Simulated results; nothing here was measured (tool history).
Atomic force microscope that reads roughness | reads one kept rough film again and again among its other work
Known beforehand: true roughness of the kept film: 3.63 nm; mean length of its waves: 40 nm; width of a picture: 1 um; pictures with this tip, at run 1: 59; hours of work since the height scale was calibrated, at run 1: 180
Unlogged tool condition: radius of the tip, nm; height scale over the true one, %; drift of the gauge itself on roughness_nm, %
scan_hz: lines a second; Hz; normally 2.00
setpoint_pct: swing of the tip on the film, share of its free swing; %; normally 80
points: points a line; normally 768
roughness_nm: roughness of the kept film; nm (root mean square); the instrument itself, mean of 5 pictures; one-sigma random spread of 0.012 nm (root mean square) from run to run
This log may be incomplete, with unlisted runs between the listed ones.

run     day  scan_hz  setpoint_pct  points  pictures with this tip  hours of work since the height scale was calibrated  roughness_nm
  1   0.000     2.00            80     768                      59                                                  180         2.400
  2   1.225     2.00            80     768                     101                                                  194         2.270
  3   2.367     2.00            80     768                     141                                                  207         2.123
  4   3.450     2.00            80     385                     179                                                  220         2.040
      3.858  -- new tip fitted
  5   4.692     2.00            80     768                      29                                                  234         2.586
  6   5.450     2.00            80     768                      56                                                  242         2.481
  7   6.321     2.00            80     768                      86                                                  252         2.367
  8   7.212     2.00            80     768                     117                                                  263         2.251
  9   8.229     2.00            68     768                     153                                                  274         2.374
      9.321  -- new tip fitted
 10   9.483     2.00            68     768                       6                                                  288         2.931
 11  10.212     2.54            80     768                      31                                                  297         2.441
 12  11.150     2.54            80     768                      64                                                  308         2.310
 13  12.012     2.00            89     768                      94                                                  317         2.142
 14  13.338     2.00            89     768                     140                                                  333         2.009
 15  14.704     2.00            89     768                     187                                                  348         1.893
     14.825  -- new tip fitted
 16  15.454     2.00            80     768                      22                                                  357         2.608
 17  16.458     2.00            80     768                      57                                                  368         2.441
 18  17.208     2.00            80     768                      83                                                  377         2.332
 19  18.342     2.00            80     397                     122                                                  390         2.185
 20  19.629     2.00            80     768                     167                                                  405         2.090
     20.329  -- new tip fitted
 21  20.533     2.00            65     768                       7                                                  415         2.963
 22  21.675     2.00            65     768                      47                                                  428         2.787
 23  22.529     2.00            80     575                      76                                                  438         2.378
 24  23.654     1.23            80     768                     115                                                  451         2.422
 25  24.662     1.23            80     768                     151                                                  462         2.300
     25.833  -- new tip fitted
 26  25.833     1.23            80     768                       0                                                  476         2.928
 27  26.875     2.00            80     940                      36                                                  488         2.533
 28  27.600     2.00            80     940                      61                                                  496         2.450
 29  28.688     0.95            62     940                      99                                                  508         2.720
 30  30.062     0.95            62     940                     147                                                  524         2.526
 31  31.025     2.84            62     940                     180                                                  535         2.277
     31.354  -- new tip fitted
 32  32.238     0.77            62     830                      31                                                  549         3.063
 33  33.579     2.00            72     725                      78                                                  564         2.560
 34  34.896     2.00            72     725                     123                                                  579         2.415
 35  36.004     3.70            60     725                     162                                                  592         2.285
     36.912  -- new tip fitted
 36  37.392     3.70            60     725                      17                                                  608         2.829
 37  38.292     2.00            73     266                      48                                                  618         2.643
 38  39.342     2.00            78     366                      85                                                  630         2.379
 39  40.612     2.00            78     366                     129                                                  645         2.236
 40  41.738     2.00            78     366                     168                                                  658         2.128
     42.429  -- new tip fitted
 41  42.950     0.60            56     438                      19                                                  672         3.136
 42  44.325     0.60            56     438                      66                                                  687         2.918
 43  44.917     0.60            56     456                      87                                                  694         2.836
 44  45.800     2.00            60     864                     118                                                  704         2.576
 45  46.888     1.21            57     269                     156                                                  717         2.525
 46  47.767     1.21            57     269                     186                                                  727         2.418
     47.883  -- new tip fitted
 47  49.154     0.53            80     568                      44                                                  743         2.879
 48  50.342     2.63            69     953                      85                                                  756         2.480
 49  51.042     1.70            56     311                     110                                                  764         2.608
 50  52.138     1.70            56     311                     148                                                  777         2.509
     53.442  -- new tip fitted
 51  53.442     2.00            66     279                       0                                                  792         2.967
 52  54.054     2.00            66     279                      22                                                  799         2.843

Here are 4 independent what-if runs from the current tool condition. What would each one return?
  A  54.771     2.00            70     366                      47                                                  807             ?
  B  54.771     2.00            65     768                      47                                                  807             ?
  C  54.771     2.25            80     429                      47                                                  807             ?
  D  54.771     2.99            80     768                      47                                                  807             ?

run  roughness_nm
  A         2.690
  B         2.779
  C         2.425
  D         2.270
Without the tool's unlogged condition, the same runs would have read:
run  roughness_nm
  A         2.936
  B         3.033
  C         2.647
  D         2.478
